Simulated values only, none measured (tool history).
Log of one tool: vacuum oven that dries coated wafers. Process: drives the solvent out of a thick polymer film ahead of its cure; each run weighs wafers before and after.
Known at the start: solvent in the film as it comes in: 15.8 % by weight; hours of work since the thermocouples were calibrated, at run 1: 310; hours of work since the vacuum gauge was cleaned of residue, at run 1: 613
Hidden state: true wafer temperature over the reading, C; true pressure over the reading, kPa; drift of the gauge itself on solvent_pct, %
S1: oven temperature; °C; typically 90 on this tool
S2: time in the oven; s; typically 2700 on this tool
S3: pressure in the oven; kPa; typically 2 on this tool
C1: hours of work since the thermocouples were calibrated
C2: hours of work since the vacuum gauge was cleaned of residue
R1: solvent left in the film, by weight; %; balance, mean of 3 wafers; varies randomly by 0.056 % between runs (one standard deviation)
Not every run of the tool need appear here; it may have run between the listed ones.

run,hour,S1,S2,S3,C1,C2,R1
1,0,90,2700,2,310,613,2.55
2,18.8,90,2700,2,321,625,2.42
3,29.3,90,2700,5.05,328,631,5.23
4,45,90,2700,2,338,641,2.43
5,60.7,90,2700,2,347,650,2.41
6,86.2,90,2700,2,363,666,2.51
7,97.8,90,2700,2,370,673,2.4
8,115.3,90,2700,4.08,381,684,4.43
9,138.4,90,2700,4.08,395,698,4.39
10,156.5,90,2700,4.08,406,709,4.41
11,179.5,90,2700,1.12,420,723,1.67
12,190.3,90,2700,2,427,730,2.43
13,204.1,90,2700,3.15,435,738,3.59
14,229.4,90,2880,2,451,754,2.43
15,244.3,90,2880,2,460,763,2.33
16,265.2,90,2880,2,473,776,2.36
17,275.8,90,2880,2,479,782,2.39
18,294.1,90,2880,2,490,793,2.45
19,317.8,90,2700,2,505,808,2.47
20,331,90,2700,2,513,816,2.49
21,351.6,90,2700,2,526,829,2.48
22,372.9,90,2700,2,539,842,2.52
23,393.6,90,2700,2,551,854,2.49
24,418,94,1920,1.88,566,869,2.18
25,439.2,94,1920,1.88,579,882,2.16
26,457.2,102,2280,1.22,590,893,0.76
27,469.6,90,2700,4.33,598,901,4.66
28,495.2,90,2700,2.43,614,917,2.84
29,515.8,90,2700,2.43,626,929,2.89
30,532.1,90,2700,2.43,636,939,2.94
31,551.5,96,2040,4.62,648,951,3.76
32,569.3,96,2040,4.62,659,962,3.81
33,594.3,83,3540,4.92,674,977,6.92
34,613.3,101,2820,2,686,989,1.27
35,636.7,84,1380,4.31,700,1003,8.48
36,652,102,1620,2.25,710,1013,1.56
37,666.4,86,2700,3.52,719,1022,5.13
38,685.2,95,2700,1.27,730,1033,1.19
39,704.6,95,2700,1.27,742,1045,1.23
40,717.1,95,2700,1.27,750,1053,1.11
41,735.4,104,2160,2.03,761,1064,1.14
42,759.7,104,2520,1.11,776,1079,0.53
43,778.5,90,2100,1.04,787,1090,2.13
44,798.3,76,2340,3.49,799,1102,9.17
45,814.5,77,2220,1.41,809,1112,6.55
46,831.8,77,2220,1.41,820,1123,6.67

Forecast each of these 5 alternatives for the next run:
A,857,90,2700,5.08,835,1139,?
B,857,77,2220,1.41,835,1139,?
C,857,90,2700,1.24,835,1139,?
D,857,80,1680,5.49,835,1139,?
E,857,90,2700,1.54,835,1139,?

run,R1
A,5.38
B,6.85
C,1.8
D,10.4
E,2.09
With the hidden condition removed and each run's random variation left untouched, the same runs would have given:
run,R1
A,5.36
B,6.83
C,1.78
D,10.38
E,2.08
